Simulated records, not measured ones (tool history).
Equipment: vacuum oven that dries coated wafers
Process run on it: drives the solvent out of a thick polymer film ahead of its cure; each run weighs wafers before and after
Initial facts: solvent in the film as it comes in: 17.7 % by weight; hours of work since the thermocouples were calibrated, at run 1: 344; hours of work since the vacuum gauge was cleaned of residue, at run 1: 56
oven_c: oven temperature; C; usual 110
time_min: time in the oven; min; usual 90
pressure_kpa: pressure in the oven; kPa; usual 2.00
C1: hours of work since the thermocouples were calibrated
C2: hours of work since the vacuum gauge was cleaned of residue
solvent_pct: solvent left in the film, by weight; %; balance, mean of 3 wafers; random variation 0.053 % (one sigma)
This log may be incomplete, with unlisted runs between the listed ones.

Run 1, hour 0.0: usual settings; C1 344; C2 56. Result: solvent_pct 1.88 %.
Run 2, hour 6.2: usual settings; C1 347; C2 59. Result: solvent_pct 1.95 %.
Run 3, hour 20.4: usual settings; C1 355; C2 66. Result: solvent_pct 1.97 %.
Run 4, hour 27.4: usual settings but time_min 67 min; C1 358; C2 70. Result: solvent_pct 2.61 %.
Run 5, hour 33.8: usual settings but time_min 49 min; C1 362; C2 73. Result: solvent_pct 3.78 %.
Run 6, hour 41.6: usual settings but oven_c 118 C; C1 366; C2 77. Result: solvent_pct 1.14 %.
Run 7, hour 55.6: usual settings but time_min 48 min; C1 373; C2 84. Result: solvent_pct 3.81 %.
Run 8, hour 69.5: usual settings but time_min 48 min; C1 380; C2 91. Result: solvent_pct 3.81 %.
Run 9, hour 80.4: usual settings but oven_c 103 C, time_min 48 min; C1 385; C2 97. Result: solvent_pct 6.10 %.
Run 10, hour 93.2: usual settings but oven_c 100 C; C1 392; C2 103. Result: solvent_pct 4.32 %.
Run 11, hour 102.0: usual settings but oven_c 100 C; C1 396; C2 108. Result: solvent_pct 4.31 %.
Run 12, hour 115.6: usual settings but pressure_kpa 1.16 kPa; C1 403; C2 115. Result: solvent_pct 1.37 %.
Run 13, hour 121.9: usual settings but pressure_kpa 1.16 kPa; C1 407; C2 118. Result: solvent_pct 1.36 %.
Run 14, hour 135.3: usual settings but pressure_kpa 1.16 kPa; C1 414; C2 125. Result: solvent_pct 1.36 %.
Run 15, hour 142.0: usual settings but time_min 114 min, pressure_kpa 1.16 kPa; C1 417; C2 128. Result: solvent_pct 1.07 %.
Run 16, hour 152.8: usual settings but time_min 114 min, pressure_kpa 1.16 kPa; C1 422; C2 134. Result: solvent_pct 1.01 %.
Run 17, hour 159.2: usual settings but time_min 114 min, pressure_kpa 1.16 kPa; C1 426; C2 137. Result: solvent_pct 1.09 %.
Run 18, hour 173.2: usual settings but oven_c 113 C; C1 433; C2 144. Result: solvent_pct 1.48 %.
Run 19, hour 182.9: usual settings but time_min 77 min; C1 438; C2 149. Result: solvent_pct 2.26 %.
Run 20, hour 195.4: usual settings but time_min 77 min; C1 444; C2 156. Result: solvent_pct 2.25 %.
Run 21, hour 205.8: usual settings but time_min 77 min; C1 450; C2 161. Result: solvent_pct 2.39 %.
Run 22, hour 220.4: usual settings but time_min 77 min; C1 457; C2 168. Result: solvent_pct 2.21 %.
Run 23, hour 228.2: usual settings but pressure_kpa 3.24 kPa; C1 461; C2 172. Result: solvent_pct 2.76 %.
Run 24, hour 236.4: usual settings but pressure_kpa 3.24 kPa; C1 465; C2 177. Result: solvent_pct 2.79 %.
Run 25, hour 243.0: usual settings but oven_c 111 C, time_min 138 min, pressure_kpa 1.27 kPa; C1 469; C2 180. Result: solvent_pct 0.97 %.
Run 26, hour 250.8: usual settings but oven_c 108 C, time_min 115 min, pressure_kpa 4.38 kPa; C1 473; C2 184. Result: solvent_pct 3.56 %.
Run 27, hour 259.0: usual settings but oven_c 120 C, time_min 155 min, pressure_kpa 3.91 kPa; C1 477; C2 188. Result: solvent_pct 2.00 %.
Run 28, hour 266.7: usual settings but oven_c 117 C, time_min 70 min, pressure_kpa 3.91 kPa; C1 481; C2 192. Result: solvent_pct 2.43 %.
Run 29, hour 279.3: usual settings but oven_c 105 C, time_min 117 min, pressure_kpa 1.45 kPa; C1 487; C2 199. Result: solvent_pct 1.91 %.
Run 30, hour 286.1: usual settings but oven_c 103 C, time_min 83 min, pressure_kpa 4.87 kPa; C1 491; C2 202. Result: solvent_pct 6.09 %.
Run 31, hour 297.8: usual settings but oven_c 124 C, time_min 149 min, pressure_kpa 3.00 kPa; C1 497; C2 208. Result: solvent_pct 1.40 %.
Run 32, hour 310.3: usual settings but oven_c 124 C, time_min 95 min, pressure_kpa 1.39 kPa; C1 503; C2 215. Result: solvent_pct 0.66 %.
Run 33, hour 325.1: usual settings but oven_c 124 C, time_min 95 min, pressure_kpa 1.39 kPa; C1 511; C2 222. Result: solvent_pct 0.57 %.
Run 34, hour 333.8: usual settings but oven_c 98 C, time_min 92 min, pressure_kpa 5.45 kPa; C1 515; C2 227. Result: solvent_pct 7.85 %.
Run 35, hour 343.2: usual settings but oven_c 118 C, time_min 92 min, pressure_kpa 2.59 kPa; C1 520; C2 231. Result: solvent_pct 1.45 %.
Run 36, hour 356.4: usual settings but oven_c 104 C, time_min 131 min, pressure_kpa 7.30 kPa; C1 527; C2 238. Result: solvent_pct 6.75 %.
Run 37, hour 368.0: usual settings but oven_c 108 C, time_min 76 min, pressure_kpa 6.70 kPa; C1 533; C2 244. Result: solvent_pct 6.00 %.
Run 38, hour 374.7: usual settings but oven_c 95 C, time_min 76 min, pressure_kpa 7.60 kPa; C1 536; C2 248. Result: solvent_pct 11.57 %.
Run 39, hour 386.5: usual settings but oven_c 108 C, time_min 143 min, pressure_kpa 7.60 kPa; C1 542; C2 254. Result: solvent_pct 5.82 %.
Run 40, hour 392.8: usual settings but oven_c 108 C, time_min 56 min, pressure_kpa 2.35 kPa; C1 545; C2 257. Result: solvent_pct 4.00 %.
Run 41, hour 400.8: usual settings but oven_c 108 C, time_min 56 min, pressure_kpa 2.35 kPa; C1 550; C2 261. Result: solvent_pct 4.08 %.
Run 42, hour 415.6: usual settings but oven_c 125 C, time_min 94 min, pressure_kpa 6.39 kPa; C1 557; C2 269. Result: solvent_pct 2.79 %.
Run 43, hour 427.5: usual settings but oven_c 125 C, time_min 94 min, pressure_kpa 6.39 kPa; C1 563; C2 275. Result: solvent_pct 2.77 %.
Run 44, hour 436.9: usual settings but oven_c 121 C, time_min 94 min, pressure_kpa 7.62 kPa; C1 568; C2 279. Result: solvent_pct 3.51 %.
Run 45, hour 445.1: usual settings but oven_c 121 C, time_min 53 min, pressure_kpa 6.95 kPa; C1 572; C2 284. Result: solvent_pct 3.69 %.
Run 46, hour 459.8: usual settings but oven_c 103 C, time_min 53 min, pressure_kpa 6.95 kPa; C1 580; C2 291. Result: solvent_pct 9.05 %.
Run 47, hour 473.9: usual settings but time_min 142 min, pressure_kpa 1.55 kPa; C1 587; C2 298. Result: solvent_pct 1.22 %.

What if the next run were any one of these 3? Each begins from the tool's condition after run 47:
Run A, hour 488.3: usual settings but oven_c 100 C, pressure_kpa 3.56 kPa; C1 594; C2 306. Result: solvent_pct ?.
Run B, hour 488.3: usual settings but oven_c 101 C, time_min 47 min, pressure_kpa 1.77 kPa; C1 594; C2 306. Result: solvent_pct ?.
Run C, hour 488.3: usual settings but oven_c 101 C, time_min 120 min, pressure_kpa 2.56 kPa; C1 594; C2 306. Result: solvent_pct ?.

run  solvent_pct
  A         5.65
  B         6.88
  C         3.57
Without the tool's hidden state the same runs would have given:
run  solvent_pct
  A         5.41
  B         6.64
  C         3.37
